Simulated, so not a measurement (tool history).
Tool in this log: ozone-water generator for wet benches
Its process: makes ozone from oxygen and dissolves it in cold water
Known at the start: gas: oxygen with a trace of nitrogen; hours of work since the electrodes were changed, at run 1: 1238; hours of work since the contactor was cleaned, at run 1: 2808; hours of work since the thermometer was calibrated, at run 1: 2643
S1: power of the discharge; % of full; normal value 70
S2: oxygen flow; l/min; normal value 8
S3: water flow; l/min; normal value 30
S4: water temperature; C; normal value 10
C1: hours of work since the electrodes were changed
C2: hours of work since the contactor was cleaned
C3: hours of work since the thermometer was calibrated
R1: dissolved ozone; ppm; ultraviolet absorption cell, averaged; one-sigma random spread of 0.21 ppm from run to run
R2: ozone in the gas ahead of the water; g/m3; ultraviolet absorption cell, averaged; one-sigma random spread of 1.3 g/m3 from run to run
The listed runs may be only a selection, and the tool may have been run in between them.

{"run": 1, "day": 0.0, "S1": 70, "S2": 8, "S3": 30, "S4": 10, "C1": 1238, "C2": 2808, "C3": 2643, "R1": 31.3, "R2": 241.6}
{"run": 2, "day": 0.588, "S1": 70, "S2": 8, "S3": 35, "S4": 10, "C1": 1252, "C2": 2822, "C3": 2657, "R1": 27.3, "R2": 241.7}
{"run": 3, "day": 1.838, "S1": 70, "S2": 8, "S3": 35, "S4": 10, "C1": 1281, "C2": 2851, "C3": 2686, "R1": 27.1, "R2": 241.8}
{"run": 4, "day": 2.762, "S1": 70, "S2": 8, "S3": 35, "S4": 10, "C1": 1303, "C2": 2873, "C3": 2708, "R1": 27.6, "R2": 239.3}
{"run": 5, "day": 3.312, "S1": 51, "S2": 8, "S3": 30, "S4": 10, "C1": 1316, "C2": 2886, "C3": 2721, "R1": 24.6, "R2": 190.8}
{"run": 6, "day": 4.592, "S1": 51, "S2": 8, "S3": 30, "S4": 10, "C1": 1346, "C2": 2916, "C3": 2750, "R1": 24.9, "R2": 190.8}
{"run": 7, "day": 5.254, "S1": 51, "S2": 8, "S3": 30, "S4": 10, "C1": 1361, "C2": 2931, "C3": 2766, "R1": 24.6, "R2": 189}
{"run": 8, "day": 6.138, "S1": 51, "S2": 8, "S3": 30, "S4": 10, "C1": 1382, "C2": 2952, "C3": 2787, "R1": 24.8, "R2": 189.8}
{"run": 9, "day": 7.217, "S1": 51, "S2": 8, "S3": 30, "S4": 15, "C1": 1407, "C2": 2977, "C3": 2812, "R1": 22.9, "R2": 189.8}
{"run": 10, "day": 8.175, "S1": 70, "S2": 8, "S3": 30, "S4": 5, "C1": 1430, "C2": 3000, "C3": 2834, "R1": 32.8, "R2": 239.5}
{"run": 11, "day": 8.938, "S1": 42, "S2": 8, "S3": 30, "S4": 10, "C1": 1447, "C2": 3017, "C3": 2852, "R1": 21.7, "R2": 165.8}
{"run": 12, "day": 9.746, "S1": 45, "S2": 8, "S3": 30, "S4": 10, "C1": 1466, "C2": 3036, "C3": 2871, "R1": 22.3, "R2": 172.3}
{"run": 13, "day": 10.592, "S1": 45, "S2": 8, "S3": 30, "S4": 10, "C1": 1486, "C2": 3056, "C3": 2891, "R1": 22.6, "R2": 173.4}
{"run": 14, "day": 11.571, "S1": 45, "S2": 8, "S3": 30, "S4": 10, "C1": 1509, "C2": 3079, "C3": 2914, "R1": 22.7, "R2": 173.9}
{"run": 15, "day": 12.567, "S1": 45, "S2": 8, "S3": 30, "S4": 10, "C1": 1532, "C2": 3102, "C3": 2937, "R1": 22.6, "R2": 174}
{"run": 16, "day": 13.421, "S1": 70, "S2": 13.26, "S3": 30, "S4": 10, "C1": 1552, "C2": 3122, "C3": 2957, "R1": 33.5, "R2": 196}
{"run": 17, "day": 14.158, "S1": 70, "S2": 8, "S3": 41, "S4": 10, "C1": 1570, "C2": 3139, "C3": 2974, "R1": 23.3, "R2": 236.8}
{"run": 18, "day": 15.017, "S1": 70, "S2": 8, "S3": 31, "S4": 11, "C1": 1590, "C2": 3160, "C3": 2994, "R1": 30.1, "R2": 236}
{"run": 19, "day": 16.054, "S1": 42, "S2": 8, "S3": 23, "S4": 11, "C1": 1614, "C2": 3184, "C3": 3019, "R1": 25.4, "R2": 164}
{"run": 20, "day": 16.938, "S1": 72, "S2": 8, "S3": 30, "S4": 10, "C1": 1635, "C2": 3204, "C3": 3039, "R1": 31.7, "R2": 243.4}
{"run": 21, "day": 18.054, "S1": 72, "S2": 8, "S3": 30, "S4": 10, "C1": 1661, "C2": 3231, "C3": 3065, "R1": 31.3, "R2": 241.3}
{"run": 22, "day": 19.092, "S1": 41, "S2": 6.1, "S3": 46, "S4": 5, "C1": 1685, "C2": 3255, "C3": 3090, "R1": 13.7, "R2": 178.9}
{"run": 23, "day": 19.838, "S1": 41, "S2": 6.1, "S3": 29, "S4": 5, "C1": 1702, "C2": 3272, "C3": 3107, "R1": 21.1, "R2": 177.8}
{"run": 24, "day": 20.742, "S1": 41, "S2": 6.1, "S3": 29, "S4": 5, "C1": 1724, "C2": 3293, "C3": 3128, "R1": 21.5, "R2": 180.5}
{"run": 25, "day": 21.921, "S1": 46, "S2": 13.21, "S3": 26, "S4": 8, "C1": 1751, "C2": 3321, "C3": 3156, "R1": 27.6, "R2": 142.4}
{"run": 26, "day": 23.125, "S1": 46, "S2": 13.21, "S3": 26, "S4": 8, "C1": 1779, "C2": 3349, "C3": 3184, "R1": 27.7, "R2": 142.3}
{"run": 27, "day": 23.967, "S1": 73, "S2": 4.04, "S3": 19, "S4": 12, "C1": 1799, "C2": 3369, "C3": 3204, "R1": 38.8, "R2": 320.6}
{"run": 28, "day": 24.771, "S1": 50, "S2": 4.04, "S3": 19, "S4": 15, "C1": 1818, "C2": 3388, "C3": 3222, "R1": 28.2, "R2": 243}
{"run": 29, "day": 25.638, "S1": 50, "S2": 4.04, "S3": 19, "S4": 15, "C1": 1838, "C2": 3408, "C3": 3243, "R1": 28.5, "R2": 240}
{"run": 30, "day": 26.488, "S1": 59, "S2": 4.04, "S3": 44, "S4": 8, "C1": 1858, "C2": 3428, "C3": 3263, "R1": 15.6, "R2": 274.2}
{"run": 31, "day": 27.45, "S1": 75, "S2": 4.04, "S3": 44, "S4": 7, "C1": 1880, "C2": 3450, "C3": 3285, "R1": 18.7, "R2": 325.3}
{"run": 32, "day": 27.992, "S1": 44, "S2": 13.98, "S3": 47, "S4": 7, "C1": 1893, "C2": 3463, "C3": 3298, "R1": 17.7, "R2": 133.5}
{"run": 33, "day": 28.7, "S1": 70, "S2": 8, "S3": 30, "S4": 11, "C1": 1910, "C2": 3480, "C3": 3314, "R1": 30.7, "R2": 233.4}

Branching from run 33: 3 alternative next runs. What would each branch give?
{"run": "A", "day": 29.362, "S1": 70, "S2": 8, "S3": 23, "S4": 10, "C1": 1925, "C2": 3495, "C3": 3330, "R1": "?", "R2": "?"}
{"run": "B", "day": 29.362, "S1": 54, "S2": 8, "S3": 20, "S4": 16, "C1": 1925, "C2": 3495, "C3": 3330, "R1": "?", "R2": "?"}
{"run": "C", "day": 29.362, "S1": 70, "S2": 7.09, "S3": 30, "S4": 10, "C1": 1925, "C2": 3495, "C3": 3330, "R1": "?", "R2": "?"}

run=A R1=37.9 R2=233.4
run=B R1=31.6 R2=193.9
run=C R1=30.1 R2=247.9
With the hidden condition removed and each run's random variation left untouched, the same runs would have given:
run=A R1=38 R2=239.4
run=B R1=31.6 R2=198.8
run=C R1=30.1 R2=254.3
